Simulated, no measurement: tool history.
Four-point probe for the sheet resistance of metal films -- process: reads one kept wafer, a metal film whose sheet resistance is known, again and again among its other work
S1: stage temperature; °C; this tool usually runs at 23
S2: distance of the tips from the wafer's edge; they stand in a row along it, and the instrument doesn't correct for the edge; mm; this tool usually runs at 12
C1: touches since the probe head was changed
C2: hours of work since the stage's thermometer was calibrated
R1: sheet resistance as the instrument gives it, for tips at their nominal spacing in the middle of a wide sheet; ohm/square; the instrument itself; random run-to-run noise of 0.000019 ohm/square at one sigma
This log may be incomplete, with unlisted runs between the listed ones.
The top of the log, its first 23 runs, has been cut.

run 24 hour=1193 | S1=27 S2=19 | C1=30164 C2=1349 | R1=0.094086
run 25 hour=1222.8 | S1=28 S2=26 | C1=30415 C2=1361 | R1=0.094061
run 26 hour=1258 | S1=29 S2=23 | C1=30712 C2=1375 | R1=0.094113
run 27 hour=1297.3 | S1=31 S2=4 | C1=31043 C2=1391 | R1=0.097117
run 28 hour=1365.7 | S1=20 S2=46 | C1=31620 C2=1419 | R1=0.093885
run 29 hour=1433.9 | S1=22 S2=12 | C1=32195 C2=1447 | R1=0.09422
run 30 hour=1485.5 | S1=28 S2=21 | C1=32630 C2=1469 | R1=0.094092
run 31 hour=1556.4 | S1=28 S2=21 | C1=33228 C2=1498 | R1=0.094084
run 32 hour=1619.3 | S1=29 S2=27 | C1=33758 C2=1523 | R1=0.094066
run 33 hour=1689.5 | S1=26 S2=8 | C1=34351 C2=1552 | R1=0.094744
run 34 hour=1738.7 | S1=26 S2=8 | C1=34765 C2=1572 | R1=0.094768
run 35 hour=1782.7 | S1=26 S2=8 | C1=35137 C2=1590 | R1=0.094715

5 options for the next run, each taken on its own from the tool as it stands now. Forecast them:
run A hour=1853.8 | S1=19 S2=9 | C1=35736 C2=1619 | R1=?
run B hour=1853.8 | S1=25 S2=3 | C1=35736 C2=1619 | R1=?
run C hour=1853.8 | S1=28 S2=4 | C1=35736 C2=1619 | R1=?
run D hour=1853.8 | S1=26 S2=26 | C1=35736 C2=1619 | R1=?
run E hour=1853.8 | S1=20 S2=12 | C1=35736 C2=1619 | R1=?

run=A R1=0.094457
run=B R1=0.099213
run=C R1=0.09708
run=D R1=0.094038
run=E R1=0.094151
What these runs would have given with no unlogged condition in the tool:
run=A R1=0.094458
run=B R1=0.099213
run=C R1=0.09708
run=D R1=0.094038
run=E R1=0.094152
